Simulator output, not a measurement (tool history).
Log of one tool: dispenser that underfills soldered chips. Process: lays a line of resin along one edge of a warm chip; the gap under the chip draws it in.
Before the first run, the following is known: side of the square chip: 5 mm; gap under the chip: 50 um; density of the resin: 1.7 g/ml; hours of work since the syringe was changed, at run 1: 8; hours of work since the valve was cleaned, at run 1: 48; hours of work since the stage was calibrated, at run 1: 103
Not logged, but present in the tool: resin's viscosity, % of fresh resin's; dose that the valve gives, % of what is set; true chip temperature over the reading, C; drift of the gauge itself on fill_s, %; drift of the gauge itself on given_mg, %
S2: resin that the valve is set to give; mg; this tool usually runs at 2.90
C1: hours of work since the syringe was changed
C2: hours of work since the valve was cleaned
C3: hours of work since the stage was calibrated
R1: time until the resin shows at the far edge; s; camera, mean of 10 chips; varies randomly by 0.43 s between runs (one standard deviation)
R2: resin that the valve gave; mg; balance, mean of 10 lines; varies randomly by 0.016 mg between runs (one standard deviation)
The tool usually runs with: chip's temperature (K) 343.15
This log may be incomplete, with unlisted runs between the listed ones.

{"run": 1, "hour": 0.0, "chip's temperature (K)": 343.15, "S2": 2.9, "C1": 8, "C2": 48, "C3": 103, "R1": 50.9, "R2": 2.84}
{"hour": 2.0, "done": "new syringe of resin"}
{"run": 2, "hour": 8.9, "chip's temperature (K)": 343.15, "S2": 2.9, "C1": 5, "C2": 54, "C3": 110, "R1": 43.5, "R2": 2.81}
{"hour": 15.6, "done": "new syringe of resin"}
{"run": 3, "hour": 16.1, "chip's temperature (K)": 343.15, "S2": 2.9, "C1": 0, "C2": 59, "C3": 115, "R1": 30.9, "R2": 2.84}
{"run": 4, "hour": 26.5, "chip's temperature (K)": 343.15, "S2": 2.9, "C1": 8, "C2": 67, "C3": 122, "R1": 52.8, "R2": 2.83}
{"hour": 29.3, "done": "new syringe of resin"}
{"run": 5, "hour": 35.1, "chip's temperature (K)": 343.15, "S2": 2.9, "C1": 4, "C2": 73, "C3": 128, "R1": 41.4, "R2": 2.78}
{"hour": 42.3, "done": "new syringe of resin"}
{"run": 6, "hour": 47.5, "chip's temperature (K)": 343.15, "S2": 2.9, "C1": 4, "C2": 81, "C3": 137, "R1": 38.6, "R2": 2.82}
{"run": 7, "hour": 53.0, "chip's temperature (K)": 343.15, "S2": 2.66, "C1": 8, "C2": 85, "C3": 141, "R1": 52.1, "R2": 2.58}
{"hour": 55.5, "done": "new syringe of resin"}
{"run": 8, "hour": 62.3, "chip's temperature (K)": 343.15, "S2": 2.66, "C1": 5, "C2": 92, "C3": 147, "R1": 44.2, "R2": 2.57}
{"hour": 69.0, "done": "new syringe of resin"}
{"run": 9, "hour": 72.8, "chip's temperature (K)": 343.15, "S2": 2.9, "C1": 3, "C2": 99, "C3": 154, "R1": 36.4, "R2": 2.81}
{"hour": 82.5, "done": "new syringe of resin"}
{"run": 10, "hour": 83.2, "chip's temperature (K)": 343.15, "S2": 2.9, "C1": 0, "C2": 106, "C3": 161, "R1": 31.4, "R2": 2.77}
{"run": 11, "hour": 89.4, "chip's temperature (K)": 343.15, "S2": 2.62, "C1": 5, "C2": 111, "C3": 166, "R1": 45.6, "R2": 2.49}
{"hour": 95.8, "done": "new syringe of resin"}
{"hour": 103.0, "done": "dispensing valve cleaned and set on the balance"}
{"run": 12, "hour": 103.8, "chip's temperature (K)": 343.15, "S2": 2.62, "C1": 5, "C2": 1, "C3": 175, "R1": 43.7, "R2": 2.66}
{"hour": 109.7, "done": "new syringe of resin"}
{"run": 13, "hour": 113.4, "chip's temperature (K)": 343.15, "S2": 2.9, "C1": 3, "C2": 7, "C3": 182, "R1": 35.9, "R2": 2.89}
{"hour": 122.7, "done": "new syringe of resin"}
{"run": 14, "hour": 126.6, "chip's temperature (K)": 343.15, "S2": 2.9, "C1": 3, "C2": 17, "C3": 191, "R1": 36.3, "R2": 2.88}
{"hour": 135.9, "done": "new syringe of resin"}
{"run": 15, "hour": 140.1, "chip's temperature (K)": 343.15, "S2": 2.9, "C1": 3, "C2": 26, "C3": 201, "R1": 36.1, "R2": 2.86}
{"run": 16, "hour": 148.4, "chip's temperature (K)": 343.15, "S2": 2.9, "C1": 9, "C2": 32, "C3": 207, "R1": 56.1, "R2": 2.9}
{"hour": 149.9, "done": "new syringe of resin"}
{"run": 17, "hour": 156.8, "chip's temperature (K)": 343.15, "S2": 2.9, "C1": 5, "C2": 38, "C3": 212, "R1": 42.9, "R2": 2.85}
{"hour": 162.9, "done": "new syringe of resin"}
{"run": 18, "hour": 167.5, "chip's temperature (K)": 335.15, "S2": 3.73, "C1": 3, "C2": 45, "C3": 220, "R1": 46.5, "R2": 3.67}
{"run": 19, "hour": 174.9, "chip's temperature (K)": 358.15, "S2": 2.66, "C1": 9, "C2": 50, "C3": 225, "R1": 34.7, "R2": 2.61}
{"hour": 176.3, "done": "new syringe of resin"}
{"run": 20, "hour": 183.0, "chip's temperature (K)": 334.15, "S2": 3.52, "C1": 5, "C2": 56, "C3": 231, "R1": 55.2, "R2": 3.44}
{"hour": 189.7, "done": "new syringe of resin"}
{"run": 21, "hour": 194.0, "chip's temperature (K)": 334.15, "S2": 3.52, "C1": 3, "C2": 64, "C3": 238, "R1": 49.3, "R2": 3.41}
{"hour": 202.9, "done": "new syringe of resin"}
{"run": 22, "hour": 207.1, "chip's temperature (K)": 350.15, "S2": 2.96, "C1": 3, "C2": 73, "C3": 248, "R1": 28.9, "R2": 2.87}
{"run": 23, "hour": 213.5, "chip's temperature (K)": 356.15, "S2": 3.57, "C1": 8, "C2": 77, "C3": 252, "R1": 32.2, "R2": 3.46}
{"hour": 216.0, "done": "new syringe of resin"}
{"run": 24, "hour": 227.0, "chip's temperature (K)": 333.15, "S2": 3.3, "C1": 8, "C2": 87, "C3": 262, "R1": 72.3, "R2": 3.17}
{"hour": 229.6, "done": "new syringe of resin"}
{"run": 25, "hour": 239.3, "chip's temperature (K)": 331.15, "S2": 3.78, "C1": 7, "C2": 96, "C3": 270, "R1": 69.4, "R2": 3.64}
{"hour": 242.8, "done": "new syringe of resin"}
{"run": 26, "hour": 250.0, "chip's temperature (K)": 343.15, "S2": 3.39, "C1": 5, "C2": 103, "C3": 278, "R1": 41.5, "R2": 3.26}
{"hour": 255.6, "done": "new syringe of resin"}
{"run": 27, "hour": 263.7, "chip's temperature (K)": 328.15, "S2": 3.69, "C1": 6, "C2": 113, "C3": 287, "R1": 72.4, "R2": 3.52}
{"hour": 268.7, "done": "new syringe of resin"}
{"run": 28, "hour": 269.9, "chip's temperature (K)": 358.15, "S2": 3.51, "C1": 1, "C2": 117, "C3": 292, "R1": 19.0, "R2": 3.36}
{"hour": 274.2, "done": "dispensing valve cleaned and set on the balance"}
{"run": 29, "hour": 279.5, "chip's temperature (K)": 352.15, "S2": 3.56, "C1": 7, "C2": 4, "C3": 298, "R1": 34.7, "R2": 3.55}
{"hour": 282.9, "done": "new syringe of resin"}
{"run": 30, "hour": 287.1, "chip's temperature (K)": 328.15, "S2": 3.14, "C1": 3, "C2": 9, "C3": 303, "R1": 60.0, "R2": 3.13}
{"hour": 296.1, "done": "new syringe of resin"}
{"run": 31, "hour": 299.5, "chip's temperature (K)": 350.15, "S2": 3.47, "C1": 2, "C2": 18, "C3": 312, "R1": 26.6, "R2": 3.44}
{"hour": 309.6, "done": "new syringe of resin"}
{"run": 32, "hour": 310.0, "chip's temperature (K)": 336.15, "S2": 2.9, "C1": 0, "C2": 25, "C3": 319, "R1": 37.5, "R2": 2.86}
{"hour": 322.6, "done": "new syringe of resin"}
{"run": 33, "hour": 323.4, "chip's temperature (K)": 336.15, "S2": 3.17, "C1": 1, "C2": 34, "C3": 328, "R1": 38.0, "R2": 3.13}

Here are 4 independent what-if runs from the current tool condition. What would each one return?
{"hour": 335.6, "done": "new syringe of resin"}
{"run": "A", "hour": 336.1, "chip's temperature (K)": 335.15, "S2": 3.71, "C1": 0, "C2": 43, "C3": 337, "R1": "?", "R2": "?"}
{"hour": 335.6, "done": "new syringe of resin"}
{"run": "B", "hour": 336.1, "chip's temperature (K)": 352.15, "S2": 2.89, "C1": 0, "C2": 43, "C3": 337, "R1": "?", "R2": "?"}
{"hour": 335.6, "done": "new syringe of resin"}
{"run": "C", "hour": 336.1, "chip's temperature (K)": 339.15, "S2": 3.42, "C1": 0, "C2": 43, "C3": 337, "R1": "?", "R2": "?"}
{"hour": 335.6, "done": "new syringe of resin"}
{"run": "D", "hour": 336.1, "chip's temperature (K)": 335.15, "S2": 2.96, "C1": 0, "C2": 43, "C3": 337, "R1": "?", "R2": "?"}

run=A R1=37.7 R2=3.65
run=B R1=22.0 R2=2.81
run=C R1=33.1 R2=3.36
run=D R1=38.8 R2=2.90
Without the tool's hidden state the same runs would have given:
run=A R1=39.3 R2=3.72
run=B R1=22.6 R2=2.86
run=C R1=34.3 R2=3.42
run=D R1=40.3 R2=2.96

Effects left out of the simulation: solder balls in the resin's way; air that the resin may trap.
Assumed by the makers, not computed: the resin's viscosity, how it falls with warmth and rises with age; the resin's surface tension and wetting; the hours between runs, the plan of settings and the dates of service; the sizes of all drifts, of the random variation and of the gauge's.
